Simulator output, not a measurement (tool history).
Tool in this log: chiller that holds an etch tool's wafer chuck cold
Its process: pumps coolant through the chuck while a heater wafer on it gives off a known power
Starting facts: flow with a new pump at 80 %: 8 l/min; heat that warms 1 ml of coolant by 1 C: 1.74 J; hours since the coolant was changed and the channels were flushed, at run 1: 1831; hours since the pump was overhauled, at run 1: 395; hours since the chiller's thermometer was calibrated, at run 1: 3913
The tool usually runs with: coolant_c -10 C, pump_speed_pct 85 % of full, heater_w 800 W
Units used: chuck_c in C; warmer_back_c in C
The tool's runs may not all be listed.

run,hour,coolant_c,pump_speed_pct,heater_w,hours since the coolant was changed and the channels were flushed,hours since the pump was overhauled,hours since the chiller's thermometer was calibrated,chuck_c,warmer_back_c
1,0.0,-10,85,800,1831,395,3913,-4.0,3.28
2,40.3,-10,85,555,1872,436,3953,-5.7,2.29
3,93.9,-10,93,555,1925,489,4006,-5.9,2.08
4,147.7,-10,85,430,1979,543,4060,-6.6,1.77
# hour 152.6: chiller's thermometer calibrated
5,208.3,-10,93,800,2038,603,56,-4.6,3.00
6,266.9,-10,85,800,2097,661,114,-4.3,3.25
7,311.8,-10,85,800,2142,706,159,-4.4,3.28
8,372.2,-10,74,800,2202,767,220,-3.6,3.74
9,443.3,-10,74,800,2273,838,291,-3.7,3.73
10,514.6,-10,74,800,2345,909,362,-3.7,3.77
11,583.8,-10,85,800,2414,978,431,-4.3,3.31
12,632.9,-5,85,800,2463,1027,480,0.6,3.27
13,681.3,-5,85,800,2512,1076,529,0.6,3.29
14,757.1,-5,85,800,2587,1151,604,0.8,3.33
15,795.1,-10,96,578,2625,1189,643,-6.2,2.09
16,834.5,-10,96,578,2665,1229,682,-6.2,2.09
17,911.2,-19,69,420,2741,1306,759,-15.2,2.15
# hour 923.7: coolant pump overhauled
18,954.8,-10,76,731,2780,31,797,-4.3,3.38
19,1020.5,-10,76,731,2846,97,863,-4.2,3.41
20,1098.4,-19,98,519,2924,175,941,-15.5,1.88
21,1151.2,-19,98,519,2976,227,994,-15.4,1.89
22,1216.5,-10,98,409,3042,293,1059,-7.2,1.49
23,1252.6,-10,98,409,3078,329,1095,-7.3,1.46
# hour 1305.6: coolant pump overhauled, once more
24,1325.4,-14,92,1058,3146,20,1163,-6.7,3.97
25,1376.0,-6,96,498,3196,70,1213,-2.7,1.79
26,1446.5,-18,70,458,3267,141,1284,-14.0,2.26
27,1507.0,-13,85,1022,3327,201,1344,-5.7,4.15
28,1547.4,-4,89,407,3368,242,1385,-1.2,1.54

Below are 4 alternative next runs, each starting from the tool's condition after run 28. Predict each:
A,1602.7,-10,61,800,3423,297,1440,?,?
B,1602.7,-3,68,407,3423,297,1440,?,?
C,1602.7,-2,88,1123,3423,297,1440,?,?
D,1602.7,-11,89,407,3423,297,1440,?,?

run,chuck_c,warmer_back_c
A,-2.2,4.58
B,0.5,2.11
C,6.0,4.46
D,-8.1,1.59
Without the tool's hidden state the same runs would have given:
run,chuck_c,warmer_back_c
A,-2.9,4.57
B,0.1,2.10
C,5.3,4.44
D,-8.4,1.58

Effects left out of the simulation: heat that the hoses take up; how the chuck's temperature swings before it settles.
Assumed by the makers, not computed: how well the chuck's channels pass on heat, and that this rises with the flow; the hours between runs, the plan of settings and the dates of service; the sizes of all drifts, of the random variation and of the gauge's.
